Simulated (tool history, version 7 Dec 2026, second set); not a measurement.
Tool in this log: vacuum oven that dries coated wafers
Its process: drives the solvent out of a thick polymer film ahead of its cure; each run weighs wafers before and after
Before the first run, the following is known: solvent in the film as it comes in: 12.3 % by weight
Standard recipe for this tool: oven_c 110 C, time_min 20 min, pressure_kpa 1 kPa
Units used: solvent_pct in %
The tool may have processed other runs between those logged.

run	hour	oven_c	time_min	pressure_kpa	solvent_pct
1	0	110	20	1	1.49
2	11.5	110	25	1	1.21
3	27.2	110	25	1	1.21
4	47	110	25	1	1.22
5	57.3	110	25	1	1.22
6	74.2	110	25	1	1.24
7	86.9	110	25	3.34	3.4
8	99.7	111	20	2.09	2.33
9	108.9	107	34	3.99	4.31

What does the tool deliver on the next run?
10	126.2	110	20	2.46	?

Run 10 gave solvent_pct 2.85 %.
Had the tool carried no hidden state, the very same run would have given solvent_pct 2.98 %.

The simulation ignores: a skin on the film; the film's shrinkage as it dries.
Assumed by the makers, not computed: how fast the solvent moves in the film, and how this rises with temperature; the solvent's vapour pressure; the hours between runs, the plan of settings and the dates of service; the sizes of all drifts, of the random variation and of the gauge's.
